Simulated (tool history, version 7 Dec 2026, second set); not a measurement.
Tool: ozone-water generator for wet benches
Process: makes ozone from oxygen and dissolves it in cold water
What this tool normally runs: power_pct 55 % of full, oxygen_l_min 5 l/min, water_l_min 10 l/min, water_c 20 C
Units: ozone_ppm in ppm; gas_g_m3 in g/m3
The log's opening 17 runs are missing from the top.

Run 18, hour 694.8: usual settings but power_pct 59 % of full, oxygen_l_min 2.76 l/min, water_l_min 11 l/min, water_c 23 C. Result: ozone_ppm 30.7 ppm, gas_g_m3 305.8 g/m3.
At hour 702.4: contactor cleaned.
Run 19, hour 739: usual settings but oxygen_l_min 5.15 l/min, water_l_min 14 l/min, water_c 22 C. Result: ozone_ppm 25.1 ppm, gas_g_m3 219.6 g/m3.
Run 20, hour 763.3: usual settings but oxygen_l_min 5.15 l/min, water_l_min 14 l/min, water_c 22 C. Result: ozone_ppm 24.9 ppm, gas_g_m3 220.2 g/m3.
Run 21, hour 798.3: usual settings but oxygen_l_min 5.15 l/min, water_l_min 14 l/min, water_c 22 C. Result: ozone_ppm 25 ppm, gas_g_m3 218.6 g/m3.
Run 22, hour 838.7: usual settings but power_pct 54 % of full, oxygen_l_min 7.15 l/min, water_c 22 C. Result: ozone_ppm 29.3 ppm, gas_g_m3 187.7 g/m3.
Run 23, hour 890.5: usual settings but power_pct 54 % of full, oxygen_l_min 7.15 l/min, water_c 22 C. Result: ozone_ppm 29.1 ppm, gas_g_m3 187.4 g/m3.
Run 24, hour 915.6: usual settings but power_pct 54 % of full, oxygen_l_min 7.15 l/min, water_c 22 C. Result: ozone_ppm 29.3 ppm, gas_g_m3 186 g/m3.
Run 25, hour 941.4: usual settings but power_pct 89 % of full, oxygen_l_min 7.15 l/min, water_c 21 C. Result: ozone_ppm 41.9 ppm, gas_g_m3 264.6 g/m3.
Run 26, hour 968.3: usual settings but power_pct 89 % of full, oxygen_l_min 7.15 l/min, water_c 21 C. Result: ozone_ppm 42.1 ppm, gas_g_m3 264.5 g/m3.
Run 27, hour 1000.9: usual settings but power_pct 58 % of full, oxygen_l_min 7.15 l/min, water_c 21 C. Result: ozone_ppm 31.2 ppm, gas_g_m3 194.7 g/m3.
At hour 1022.2: contactor cleaned, once more.
Run 28, hour 1057: usual settings but power_pct 58 % of full, oxygen_l_min 7.15 l/min, water_c 21 C. Result: ozone_ppm 32.6 ppm, gas_g_m3 193.7 g/m3.
At hour 1092.6: water thermometer calibrated.
Run 29, hour 1095.7: usual settings but power_pct 58 % of full, oxygen_l_min 7.15 l/min, water_c 21 C. Result: ozone_ppm 32.7 ppm, gas_g_m3 196 g/m3.
Run 30, hour 1130.2: usual settings but power_pct 58 % of full, oxygen_l_min 7.15 l/min, water_c 21 C. Result: ozone_ppm 32.6 ppm, gas_g_m3 196 g/m3.
Run 31, hour 1178.3: usual settings but power_pct 58 % of full, oxygen_l_min 7.15 l/min, water_c 21 C. Result: ozone_ppm 32.6 ppm, gas_g_m3 194.2 g/m3.
Run 32, hour 1219.7: usual settings but power_pct 58 % of full, oxygen_l_min 7.15 l/min, water_c 23 C. Result: ozone_ppm 31 ppm, gas_g_m3 195 g/m3.
Run 33, hour 1250.8: usual settings but oxygen_l_min 2.51 l/min, water_l_min 15 l/min. Result: ozone_ppm 23.8 ppm, gas_g_m3 299.7 g/m3.

Forecast each of these 4 alternatives for the next run:
Run A, hour 1305.8: usual settings but power_pct 50 % of full, oxygen_l_min 6.63 l/min, water_l_min 8 l/min. Result: ozone_ppm ?, gas_g_m3 ?.
Run B, hour 1305.8: usual settings but oxygen_l_min 2.51 l/min, water_l_min 11 l/min. Result: ozone_ppm ?, gas_g_m3 ?.
Run C, hour 1305.8: usual settings but power_pct 66 % of full, water_l_min 16 l/min. Result: ozone_ppm ?, gas_g_m3 ?.
Run D, hour 1305.8: usual settings but water_c 17 C. Result: ozone_ppm ?, gas_g_m3 ?.

run  ozone_ppm  gas_g_m3
  A         34     183.1
  B       31.2     300.9
  C       27.7     250.5
  D       35.6     220.7
The same runs, with their run-to-run variation unchanged, on a tool lacking any hidden condition would have given:
run  ozone_ppm  gas_g_m3
  A       35.4     190.6
  B       32.7     314.4
  C       29.2     263.5
  D       37.2     230.6

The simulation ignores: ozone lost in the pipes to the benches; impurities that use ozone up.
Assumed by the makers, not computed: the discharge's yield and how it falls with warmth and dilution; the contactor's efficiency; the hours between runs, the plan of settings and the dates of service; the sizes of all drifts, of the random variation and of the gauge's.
